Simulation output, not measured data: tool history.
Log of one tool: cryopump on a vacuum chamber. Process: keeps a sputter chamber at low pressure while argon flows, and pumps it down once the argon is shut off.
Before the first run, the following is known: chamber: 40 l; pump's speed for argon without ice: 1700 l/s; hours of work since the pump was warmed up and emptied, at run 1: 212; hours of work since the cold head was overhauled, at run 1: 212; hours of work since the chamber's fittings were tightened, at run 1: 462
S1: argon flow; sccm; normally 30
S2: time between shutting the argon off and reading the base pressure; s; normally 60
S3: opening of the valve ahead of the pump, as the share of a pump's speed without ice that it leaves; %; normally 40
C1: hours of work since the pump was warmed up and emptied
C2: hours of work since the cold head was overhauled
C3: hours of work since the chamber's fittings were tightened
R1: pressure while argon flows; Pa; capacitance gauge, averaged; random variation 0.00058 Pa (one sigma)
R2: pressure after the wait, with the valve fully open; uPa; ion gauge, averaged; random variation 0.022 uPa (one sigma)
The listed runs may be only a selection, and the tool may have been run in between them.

Run 1, hour 0: usual settings; C1 212; C2 212; C3 462. Result: R1 0.0771 Pa, R2 0.82 uPa.
Run 2, hour 30.1: usual settings; C1 239; C2 239; C3 489. Result: R1 0.0787 Pa, R2 0.81 uPa.
Run 3, hour 48.8: usual settings; C1 255; C2 255; C3 506. Result: R1 0.0783 Pa, R2 0.84 uPa.
Run 4, hour 72.8: usual settings but S1 32 sccm; C1 277; C2 277; C3 527. Result: R1 0.0828 Pa, R2 0.89 uPa.
Run 5, hour 92.7: usual settings but S1 59 sccm; C1 295; C2 295; C3 545. Result: R1 0.1545 Pa, R2 0.87 uPa.
Run 6, hour 122.6: usual settings but S1 59 sccm; C1 321; C2 321; C3 572. Result: R1 0.1543 Pa, R2 0.92 uPa.
Run 7, hour 137: usual settings but S1 59 sccm; C1 334; C2 334; C3 585. Result: R1 0.1544 Pa, R2 0.92 uPa.
Run 8, hour 166.5: usual settings but S1 59 sccm; C1 361; C2 361; C3 611. Result: R1 0.1561 Pa, R2 0.94 uPa.
Run 9, hour 185.3: usual settings but S3 22 %; C1 377; C2 377; C3 628. Result: R1 0.1415 Pa, R2 0.9 uPa.
Run 10, hour 212.9: usual settings; C1 402; C2 402; C3 652. Result: R1 0.0798 Pa, R2 0.94 uPa.
Run 11, hour 227.9: usual settings but S3 36 %; C1 415; C2 415; C3 666. Result: R1 0.0882 Pa, R2 0.92 uPa.
Run 12, hour 251.1: usual settings but S2 23 s; C1 436; C2 436; C3 687. Result: R1 0.0804 Pa, R2 1.69 uPa.
Run 13, hour 275.3: usual settings but S2 23 s; C1 458; C2 458; C3 708. Result: R1 0.0805 Pa, R2 1.64 uPa.
Run 14, hour 293.1: usual settings but S2 23 s; C1 474; C2 474; C3 724. Result: R1 0.0813 Pa, R2 1.74 uPa.
Run 15, hour 313.8: usual settings but S2 23 s, S3 23 %; C1 492; C2 492; C3 743. Result: R1 0.1366 Pa, R2 1.68 uPa.
Run 16, hour 345.1: usual settings but S2 23 s, S3 23 %; C1 520; C2 520; C3 770. Result: R1 0.1376 Pa, R2 1.73 uPa.
Run 17, hour 370.1: usual settings but S2 23 s, S3 23 %; C1 542; C2 542; C3 793. Result: R1 0.1371 Pa, R2 1.71 uPa.

What will run 18 give?
Run 18, hour 396.4: usual settings but S2 23 s, S3 23 %; C1 566; C2 566; C3 816. Result: R1 ?, R2 ?.

R1: 0.138 Pa
R2: 1.73 uPa
Were there no unlogged condition in the tool, this run, its random variation unchanged, would have produced R1 0.1296 Pa, R2 1.27 uPa.
